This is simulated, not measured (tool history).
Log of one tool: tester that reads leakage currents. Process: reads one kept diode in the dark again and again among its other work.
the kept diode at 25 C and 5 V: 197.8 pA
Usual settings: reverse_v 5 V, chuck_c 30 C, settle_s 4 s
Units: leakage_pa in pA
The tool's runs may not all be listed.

run,hour,reverse_v,chuck_c,settle_s,leakage_pa
1,0,5,30,4,304.66
2,124.6,5,30,4,305.65
3,250.6,5,30,4,302.79
4,362.5,5,30,4,304.15
5,438.2,5,30,4,303.41
6,585.1,5,30,4,305.04
# hour 633.7: chuck's temperature calibrated
7,744.8,5,30,4,305.29
8,878.7,5,30,4,304.92
9,1012.1,5,30,4,304.33
10,1137.5,5,30,4,303.32
11,1265.3,5,30,4,305.97
# hour 1307.6: chuck's temperature calibrated
12,1339.8,5,30,0.35,308.9
13,1428.9,5,33,4,391.8
14,1581.5,6.64,30,4,361.91
# hour 1727.9: tester calibrated
15,1740.9,6.64,30,4,359.88
16,1895.8,6.64,30,4,362.28
# hour 1982.2: chuck's temperature calibrated
17,2029.5,5,30,4,306.2
18,2148.1,5,30,4,302.84
19,2237.5,5,30,4,303.03
20,2389.3,5,30,4,305.58
21,2519.9,5,30,4,306.55
22,2597.6,5.27,30,4,313.49
# hour 2664.3: chuck's temperature calibrated
23,2696,2.9,26,2.55,156.35
24,2798.9,5,23,1.94,166.99
25,2926.1,9.02,38,2.32,836.52
26,3025.7,1.15,40,0.35,291.21
27,3094.3,1.15,40,0.35,291.74
28,3185.7,13.61,40,1.03,1249.08
29,3312.4,13.61,40,1.03,1253.02
# hour 3336.7: chuck's temperature calibrated
30,3383.4,13.61,40,1.03,1255.91
31,3455.9,1.89,33,0.99,219.74
32,3536.2,5,50,4,1489.95
33,3680.8,8.35,30,4.96,414.73
34,3752.1,1.06,44,1.87,378.84
35,3819,1.06,44,1.87,379.83
36,3909.1,1.06,44,1.87,377.34
# hour 3986.3: probe card cleaned and baked
# hour 4022.2: chuck's temperature calibrated
37,4046.2,19.29,44,2.12,2095.62
38,4166.6,1.5,30,3.36,148.94

5 ways to go on from here, each from the tool as it stands after run 38. What would each give?
A,4287.2,2.75,40,0.31,?
B,4287.2,5,30,0.76,?
C,4287.2,1.37,30,4.47,?
D,4287.2,1.06,22,0.7,?
E,4287.2,5,28,8.09,?

run,leakage_pa
A,486.85
B,308.11
C,141.92
D,60.87
E,256.74
Without the tool's hidden state the same runs would have given:
run,leakage_pa
A,486.52
B,307.89
C,141.82
D,60.82
E,256.56

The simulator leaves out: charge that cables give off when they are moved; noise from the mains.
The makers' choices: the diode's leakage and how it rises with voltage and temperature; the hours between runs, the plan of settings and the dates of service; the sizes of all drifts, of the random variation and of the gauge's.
